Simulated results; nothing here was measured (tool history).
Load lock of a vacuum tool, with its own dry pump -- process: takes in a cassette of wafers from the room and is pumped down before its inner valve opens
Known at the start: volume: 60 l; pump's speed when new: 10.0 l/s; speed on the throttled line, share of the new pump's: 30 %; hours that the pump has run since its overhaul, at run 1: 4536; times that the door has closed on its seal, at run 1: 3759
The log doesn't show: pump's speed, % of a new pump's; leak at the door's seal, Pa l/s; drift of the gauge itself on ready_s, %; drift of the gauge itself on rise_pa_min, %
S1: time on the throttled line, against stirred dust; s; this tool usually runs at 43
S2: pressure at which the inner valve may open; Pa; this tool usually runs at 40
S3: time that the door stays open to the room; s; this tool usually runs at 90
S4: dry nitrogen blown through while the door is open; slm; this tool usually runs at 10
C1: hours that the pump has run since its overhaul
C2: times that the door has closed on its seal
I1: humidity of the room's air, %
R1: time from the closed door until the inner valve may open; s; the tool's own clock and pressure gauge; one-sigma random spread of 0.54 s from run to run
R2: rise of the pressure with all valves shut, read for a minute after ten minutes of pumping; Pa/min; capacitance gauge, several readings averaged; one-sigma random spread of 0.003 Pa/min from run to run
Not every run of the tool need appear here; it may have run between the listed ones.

{"run": 1, "hour": 0.0, "S1": 43, "S2": 40, "S3": 90, "S4": 10, "C1": 4536, "C2": 3759, "I1": 47.7, "R1": 79.3, "R2": 0.052}
{"run": 2, "hour": 191.7, "S1": 43, "S2": 40, "S3": 90, "S4": 10, "C1": 4727, "C2": 4551, "I1": 46.8, "R1": 79.9, "R2": 0.054}
{"run": 3, "hour": 276.6, "S1": 43, "S2": 40, "S3": 90, "S4": 10, "C1": 4812, "C2": 4902, "I1": 48.1, "R1": 79.7, "R2": 0.059}
{"run": 4, "hour": 461.7, "S1": 43, "S2": 40, "S3": 90, "S4": 10, "C1": 4997, "C2": 5667, "I1": 48.7, "R1": 80.1, "R2": 0.057}
{"run": 5, "hour": 542.5, "S1": 43, "S2": 40, "S3": 90, "S4": 7, "C1": 5078, "C2": 6001, "I1": 45.6, "R1": 79.8, "R2": 0.059}
{"run": 6, "hour": 650.2, "S1": 43, "S2": 40, "S3": 90, "S4": 7, "C1": 5186, "C2": 6447, "I1": 43.2, "R1": 79.2, "R2": 0.06}
{"run": 7, "hour": 759.3, "S1": 43, "S2": 40, "S3": 90, "S4": 7, "C1": 5295, "C2": 6897, "I1": 46.0, "R1": 79.5, "R2": 0.063}
{"run": 8, "hour": 913.6, "S1": 43, "S2": 40, "S3": 90, "S4": 7, "C1": 5449, "C2": 7535, "I1": 42.8, "R1": 79.6, "R2": 0.064}
{"run": 9, "hour": 1102.2, "S1": 43, "S2": 33, "S3": 90, "S4": 10, "C1": 5638, "C2": 8315, "I1": 43.7, "R1": 81.3, "R2": 0.063}
{"run": 10, "hour": 1213.1, "S1": 43, "S2": 74, "S3": 90, "S4": 10, "C1": 5749, "C2": 8773, "I1": 46.4, "R1": 76.4, "R2": 0.063}
{"run": 11, "hour": 1299.8, "S1": 43, "S2": 71, "S3": 90, "S4": 15, "C1": 5835, "C2": 9132, "I1": 42.2, "R1": 76.3, "R2": 0.05}
{"run": 12, "hour": 1434.6, "S1": 43, "S2": 46, "S3": 90, "S4": 30, "C1": 5970, "C2": 9689, "I1": 42.4, "R1": 78.9, "R2": 0.044}
{"run": 13, "hour": 1611.7, "S1": 43, "S2": 46, "S3": 90, "S4": 30, "C1": 6147, "C2": 10421, "I1": 45.3, "R1": 79.3, "R2": 0.054}
{"run": 14, "hour": 1713.3, "S1": 43, "S2": 46, "S3": 47, "S4": 15, "C1": 6249, "C2": 10841, "I1": 44.0, "R1": 79.6, "R2": 0.057}
{"run": 15, "hour": 1823.0, "S1": 43, "S2": 77, "S3": 45, "S4": 10, "C1": 6359, "C2": 11294, "I1": 42.7, "R1": 75.5, "R2": 0.065}
{"run": 16, "hour": 1941.3, "S1": 43, "S2": 77, "S3": 45, "S4": 10, "C1": 6477, "C2": 11783, "I1": 46.5, "R1": 75.4, "R2": 0.064}
{"run": 17, "hour": 2067.3, "S1": 43, "S2": 40, "S3": 107, "S4": 36, "C1": 6603, "C2": 12304, "I1": 44.6, "R1": 80.5, "R2": 0.058}
{"run": 18, "hour": 2183.8, "S1": 43, "S2": 40, "S3": 107, "S4": 36, "C1": 6719, "C2": 12785, "I1": 48.4, "R1": 80.1, "R2": 0.061}

For each run, the measured value with the value that run would have given without the tool's hidden condition subtracted. The run-to-run variation is shared by both, the gauge scatter possibly not:
run=1 R1=+2.3 R2=+0.007
run=2 R1=+2.4 R2=+0.009
run=3 R1=+2.3 R2=+0.010
run=4 R1=+2.4 R2=+0.012
run=5 R1=+2.4 R2=+0.013
run=6 R1=+2.4 R2=+0.014
run=7 R1=+2.5 R2=+0.015
run=8 R1=+2.6 R2=+0.018
run=9 R1=+2.7 R2=+0.020
run=10 R1=+2.4 R2=+0.021
run=11 R1=+2.4 R2=+0.023
run=12 R1=+2.7 R2=+0.025
run=13 R1=+2.7 R2=+0.027
run=14 R1=+2.8 R2=+0.029
run=15 R1=+2.6 R2=+0.031
run=16 R1=+2.7 R2=+0.032
run=17 R1=+2.9 R2=+0.034
run=18 R1=+3.0 R2=+0.036
